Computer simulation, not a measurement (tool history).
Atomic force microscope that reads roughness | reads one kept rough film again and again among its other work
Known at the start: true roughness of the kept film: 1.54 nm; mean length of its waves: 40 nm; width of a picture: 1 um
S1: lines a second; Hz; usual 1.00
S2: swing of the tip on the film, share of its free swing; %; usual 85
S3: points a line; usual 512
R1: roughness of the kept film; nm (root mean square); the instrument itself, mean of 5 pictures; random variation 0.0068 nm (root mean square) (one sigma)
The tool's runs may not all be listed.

run,hour,S1,S2,S3,R1
1,0.0,1.00,85,512,1.280
# hour 23.8: new tip fitted
2,76.8,1.00,85,304,1.344
3,145.2,1.00,85,304,1.312
4,220.1,1.00,85,512,1.298
# hour 254.8: new tip fitted
5,261.7,1.00,87,512,1.359
6,314.9,1.00,87,512,1.332
7,371.9,1.29,85,512,1.291
8,411.7,1.29,88,512,1.241
9,465.9,1.00,85,558,1.295
# hour 480.1: new tip fitted
10,525.7,2.89,85,512,1.139
11,576.2,1.12,71,700,1.382
12,620.7,1.12,71,700,1.369
13,682.6,1.12,71,700,1.351
# hour 709.0: new tip fitted
14,726.3,1.87,77,512,1.331
15,796.9,1.87,77,512,1.310
16,849.6,1.92,79,512,1.274
17,929.6,3.39,82,773,1.091
# hour 937.7: new tip fitted
18,969.4,3.39,82,773,1.144

Forecast each of these 4 alternatives for the next run:
A,1010.9,1.00,63,512,?
B,1010.9,0.74,82,773,?
C,1010.9,0.96,82,773,?
D,1010.9,3.55,57,773,?

run,R1
A,1.437
B,1.397
C,1.359
D,1.397
Without the tool's hidden state the same runs would have given:
run,R1
A,1.459
B,1.417
C,1.379
D,1.417
